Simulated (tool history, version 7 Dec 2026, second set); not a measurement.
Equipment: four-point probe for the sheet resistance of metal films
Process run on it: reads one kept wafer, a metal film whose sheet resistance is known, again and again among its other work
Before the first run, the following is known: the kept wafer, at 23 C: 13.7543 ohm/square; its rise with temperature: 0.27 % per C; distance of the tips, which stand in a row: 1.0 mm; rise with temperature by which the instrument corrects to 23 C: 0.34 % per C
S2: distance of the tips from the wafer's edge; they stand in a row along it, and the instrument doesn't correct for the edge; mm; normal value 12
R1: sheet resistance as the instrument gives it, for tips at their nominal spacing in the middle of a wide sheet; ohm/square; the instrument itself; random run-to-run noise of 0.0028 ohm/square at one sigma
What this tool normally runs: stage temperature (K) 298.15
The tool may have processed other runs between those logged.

run 1 hour=0 | stage_temperature_(K)=298.15 S2=12 | R1=13.888105
run 2 hour=33.1 | stage_temperature_(K)=298.15 S2=12 | R1=13.892189
run 3 hour=82 | stage_temperature_(K)=298.15 S2=12 | R1=13.888366
run 4 hour=124 | stage_temperature_(K)=298.15 S2=12 | R1=13.891924
run 5 hour=158.8 | stage_temperature_(K)=298.15 S2=12 | R1=13.903912
run 6 hour=181.8 | stage_temperature_(K)=298.15 S2=3 | R1=14.624731
run 7 hour=214.4 | stage_temperature_(K)=298.15 S2=3 | R1=14.62811
run 8 hour=245.8 | stage_temperature_(K)=292.15 S2=7 | R1=14.065973
run 9 hour=282.2 | stage_temperature_(K)=307.15 S2=4 | R1=14.219677
run 10 hour=327 | stage_temperature_(K)=292.15 S2=43 | R1=13.929413
run 11 hour=353.8 | stage_temperature_(K)=305.15 S2=43 | R1=13.795816
run 12 hour=393.8 | stage_temperature_(K)=308.15 S2=34 | R1=13.776639
run 13 hour=438 | stage_temperature_(K)=307.15 S2=6 | R1=13.986019

Run 14 has not been measured yet. What should we expect?
run 14 hour=466.9 | stage_temperature_(K)=307.15 S2=6 | R1=?

Logged for run 14: R1 13.991907 ohm/square.
Were there no unlogged condition in the tool, this run, its random variation unchanged, would have produced R1 13.855675 ohm/square.

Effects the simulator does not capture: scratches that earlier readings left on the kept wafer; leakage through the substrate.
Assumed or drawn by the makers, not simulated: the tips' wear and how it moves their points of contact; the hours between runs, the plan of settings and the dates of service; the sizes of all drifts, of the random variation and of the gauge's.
